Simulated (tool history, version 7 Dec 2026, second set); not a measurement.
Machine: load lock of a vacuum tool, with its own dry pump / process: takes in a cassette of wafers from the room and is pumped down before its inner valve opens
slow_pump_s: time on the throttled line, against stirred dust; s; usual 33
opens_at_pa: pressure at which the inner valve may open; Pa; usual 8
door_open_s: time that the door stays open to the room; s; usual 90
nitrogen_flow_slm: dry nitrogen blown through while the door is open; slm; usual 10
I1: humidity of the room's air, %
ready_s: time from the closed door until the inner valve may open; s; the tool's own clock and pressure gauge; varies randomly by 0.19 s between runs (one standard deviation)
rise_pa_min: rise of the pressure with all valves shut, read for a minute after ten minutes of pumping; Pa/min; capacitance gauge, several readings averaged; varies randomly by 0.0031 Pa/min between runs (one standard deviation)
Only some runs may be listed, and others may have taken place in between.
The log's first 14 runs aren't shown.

{"run": 15, "hour": 1286.6, "slow_pump_s": 33, "opens_at_pa": 8, "door_open_s": 118, "nitrogen_flow_slm": 10, "I1": 44.7, "ready_s": 43.7, "rise_pa_min": 0.105}
{"run": 16, "hour": 1353.9, "slow_pump_s": 33, "opens_at_pa": 8, "door_open_s": 90, "nitrogen_flow_slm": 10, "I1": 45.9, "ready_s": 43.2, "rise_pa_min": 0.094}
{"run": 17, "hour": 1448.0, "slow_pump_s": 33, "opens_at_pa": 8, "door_open_s": 90, "nitrogen_flow_slm": 10, "I1": 44.1, "ready_s": 43, "rise_pa_min": 0.091}
{"run": 18, "hour": 1534.4, "slow_pump_s": 33, "opens_at_pa": 8, "door_open_s": 90, "nitrogen_flow_slm": 10, "I1": 45.9, "ready_s": 43.2, "rise_pa_min": 0.091}
{"run": 19, "hour": 1639.9, "slow_pump_s": 33, "opens_at_pa": 8, "door_open_s": 90, "nitrogen_flow_slm": 10, "I1": 44.8, "ready_s": 43.2, "rise_pa_min": 0.088}
{"run": 20, "hour": 1734.5, "slow_pump_s": 33, "opens_at_pa": 8, "door_open_s": 90, "nitrogen_flow_slm": 10, "I1": 47, "ready_s": 43.2, "rise_pa_min": 0.093}
{"run": 21, "hour": 1820.6, "slow_pump_s": 57, "opens_at_pa": 7, "door_open_s": 175, "nitrogen_flow_slm": 10, "I1": 45.5, "ready_s": 65.7, "rise_pa_min": 0.123}
{"run": 22, "hour": 1937.2, "slow_pump_s": 25, "opens_at_pa": 9, "door_open_s": 40, "nitrogen_flow_slm": 10, "I1": 43.7, "ready_s": 35.6, "rise_pa_min": 0.068}
{"run": 23, "hour": 2019.9, "slow_pump_s": 25, "opens_at_pa": 9, "door_open_s": 40, "nitrogen_flow_slm": 10, "I1": 46.9, "ready_s": 35.7, "rise_pa_min": 0.067}
{"run": 24, "hour": 2090.4, "slow_pump_s": 33, "opens_at_pa": 11, "door_open_s": 80, "nitrogen_flow_slm": 10, "I1": 45.3, "ready_s": 43.2, "rise_pa_min": 0.087}
{"run": 25, "hour": 2169.4, "slow_pump_s": 41, "opens_at_pa": 11, "door_open_s": 26, "nitrogen_flow_slm": 26, "I1": 45.3, "ready_s": 50, "rise_pa_min": 0.039}
{"run": 26, "hour": 2276.8, "slow_pump_s": 41, "opens_at_pa": 11, "door_open_s": 26, "nitrogen_flow_slm": 26, "I1": 50.9, "ready_s": 50.2, "rise_pa_min": 0.042}
{"run": 27, "hour": 2362.5, "slow_pump_s": 54, "opens_at_pa": 8, "door_open_s": 53, "nitrogen_flow_slm": 26, "I1": 47, "ready_s": 62.5, "rise_pa_min": 0.054}
{"run": 28, "hour": 2420.2, "slow_pump_s": 54, "opens_at_pa": 8, "door_open_s": 164, "nitrogen_flow_slm": 34, "I1": 47.3, "ready_s": 62.3, "rise_pa_min": 0.076}
{"run": 29, "hour": 2475.7, "slow_pump_s": 54, "opens_at_pa": 8, "door_open_s": 164, "nitrogen_flow_slm": 34, "I1": 46.4, "ready_s": 62.6, "rise_pa_min": 0.076}
{"run": 30, "hour": 2528.8, "slow_pump_s": 54, "opens_at_pa": 11, "door_open_s": 164, "nitrogen_flow_slm": 9, "I1": 46.9, "ready_s": 61.9, "rise_pa_min": 0.127}
{"run": 31, "hour": 2584.7, "slow_pump_s": 33, "opens_at_pa": 8, "door_open_s": 90, "nitrogen_flow_slm": 44, "I1": 44.9, "ready_s": 43.2, "rise_pa_min": 0.048}
{"run": 32, "hour": 2716.5, "slow_pump_s": 25, "opens_at_pa": 8, "door_open_s": 90, "nitrogen_flow_slm": 12, "I1": 44.5, "ready_s": 35.9, "rise_pa_min": 0.085}
{"run": 33, "hour": 2789.9, "slow_pump_s": 52, "opens_at_pa": 8, "door_open_s": 38, "nitrogen_flow_slm": 5, "I1": 48, "ready_s": 60.7, "rise_pa_min": 0.076}
{"run": 34, "hour": 2899.8, "slow_pump_s": 52, "opens_at_pa": 8, "door_open_s": 38, "nitrogen_flow_slm": 5, "I1": 42.2, "ready_s": 60.6, "rise_pa_min": 0.068}
{"run": 35, "hour": 2987.1, "slow_pump_s": 52, "opens_at_pa": 8, "door_open_s": 38, "nitrogen_flow_slm": 32, "I1": 46.5, "ready_s": 60.5, "rise_pa_min": 0.043}
{"run": 36, "hour": 3117.5, "slow_pump_s": 23, "opens_at_pa": 12, "door_open_s": 35, "nitrogen_flow_slm": 32, "I1": 44.4, "ready_s": 33.7, "rise_pa_min": 0.044}
{"run": 37, "hour": 3249.3, "slow_pump_s": 46, "opens_at_pa": 10, "door_open_s": 121, "nitrogen_flow_slm": 40, "I1": 40, "ready_s": 54.7, "rise_pa_min": 0.053}

Alternative continuations, all from the tool just after run 37; predict every row:
{"run": "A", "hour": 3311.0, "slow_pump_s": 33, "opens_at_pa": 8, "door_open_s": 90, "nitrogen_flow_slm": 41, "I1": 44.3, "ready_s": "?", "rise_pa_min": "?"}
{"run": "B", "hour": 3311.0, "slow_pump_s": 46, "opens_at_pa": 10, "door_open_s": 37, "nitrogen_flow_slm": 40, "I1": 46, "ready_s": "?", "rise_pa_min": "?"}
{"run": "C", "hour": 3311.0, "slow_pump_s": 46, "opens_at_pa": 12, "door_open_s": 124, "nitrogen_flow_slm": 40, "I1": 45.1, "ready_s": "?", "rise_pa_min": "?"}

run=A ready_s=43.4 rise_pa_min=0.052
run=B ready_s=54.5 rise_pa_min=0.031
run=C ready_s=54.6 rise_pa_min=0.053
Take away the tool's hidden state, keep each run's random variation, and the runs would have read:
run=A ready_s=43.4 rise_pa_min=0.052
run=B ready_s=54.5 rise_pa_min=0.031
run=C ready_s=54.6 rise_pa_min=0.053

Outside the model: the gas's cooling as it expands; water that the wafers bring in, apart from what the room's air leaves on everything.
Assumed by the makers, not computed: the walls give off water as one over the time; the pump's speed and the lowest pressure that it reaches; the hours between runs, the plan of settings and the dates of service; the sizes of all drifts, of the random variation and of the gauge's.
